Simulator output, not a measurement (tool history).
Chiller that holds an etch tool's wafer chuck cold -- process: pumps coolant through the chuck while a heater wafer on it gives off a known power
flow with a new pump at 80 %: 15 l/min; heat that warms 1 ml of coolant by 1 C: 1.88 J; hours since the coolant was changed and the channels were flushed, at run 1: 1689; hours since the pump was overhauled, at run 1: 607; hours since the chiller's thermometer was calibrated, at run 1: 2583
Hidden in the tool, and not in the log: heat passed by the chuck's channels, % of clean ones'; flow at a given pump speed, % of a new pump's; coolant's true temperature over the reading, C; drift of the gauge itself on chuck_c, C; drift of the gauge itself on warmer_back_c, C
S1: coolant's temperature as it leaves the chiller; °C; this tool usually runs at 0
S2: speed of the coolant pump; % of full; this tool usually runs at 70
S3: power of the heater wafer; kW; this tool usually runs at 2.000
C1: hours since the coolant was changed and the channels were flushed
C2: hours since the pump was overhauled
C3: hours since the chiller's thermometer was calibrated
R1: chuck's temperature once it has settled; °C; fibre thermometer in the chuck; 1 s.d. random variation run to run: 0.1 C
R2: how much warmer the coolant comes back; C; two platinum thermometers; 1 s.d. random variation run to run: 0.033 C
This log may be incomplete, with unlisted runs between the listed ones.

run    hour  S1  S2     S3    C1    C2    C3    R1    R2
  1     0.0   0  70  2.000  1689   607  2583  16.4  4.96
  2    46.0   0  70  2.000  1735   653  2629  16.4  4.87
  3    81.1   0  70  2.000  1770   688  2664  16.4  4.85
  4   145.3   0  70  2.000  1834   753  2728  16.4  4.92
  5   184.3   0  70  2.000  1873   792  2767  16.3  4.87
  6   260.0  -3  70  2.000  1949   867  2843  13.2  4.85
  7   295.5  -3  70  2.000  1985   903  2878  13.3  4.73
  8   340.0  -3  70  2.000  2029   947  2923  13.3  4.84
  9   378.3   0  70  2.000  2067   986  2961  16.3  4.80
 10   459.9   0  70  2.000  2149  1067  3043  16.2  4.78
 11   518.6   7  70  2.000  2208  1126  3101  23.5  4.76
 12   597.9   7  70  2.000  2287  1205  3181  23.4  4.76
 13   643.8   0  70  2.000  2333  1251  3226  16.3  4.73
 14   693.7   0  70  2.000  2383  1301  3276  16.3  4.71
 15   744.7   0  72  2.000  2434  1352  3327  15.8  4.55
      785.3  -- gauge calibrated
 16   816.3   0  72  2.000  2505  1424  3399  15.9  4.79
 17   890.9   0  72  1.077  2580  1498  3474   8.8  2.51
 18   943.7   0  72  1.077  2633  1551  3526   8.6  2.55
 19   982.4   0  92  1.300  2672  1590  3565   8.5  2.34
 20  1024.3   0  70  2.000  2713  1632  3607  16.5  4.83
 21  1098.2   0  70  1.156  2787  1705  3681   9.5  2.77
 22  1166.6   0  70  1.156  2856  1774  3749   9.3  2.73

Estimate the outcome of run 23 from the log above:
     1180.8  -- chiller's thermometer calibrated
 23  1248.4  -6  80  2.000  2936  1855  68   ?   ?

R1: 8.6 °C
R2: 4.14 C
Take away the tool's hidden state, keep the run-to-run variation as it was, and the same run would have given R1 8.6 °C, R2 4.27 C.
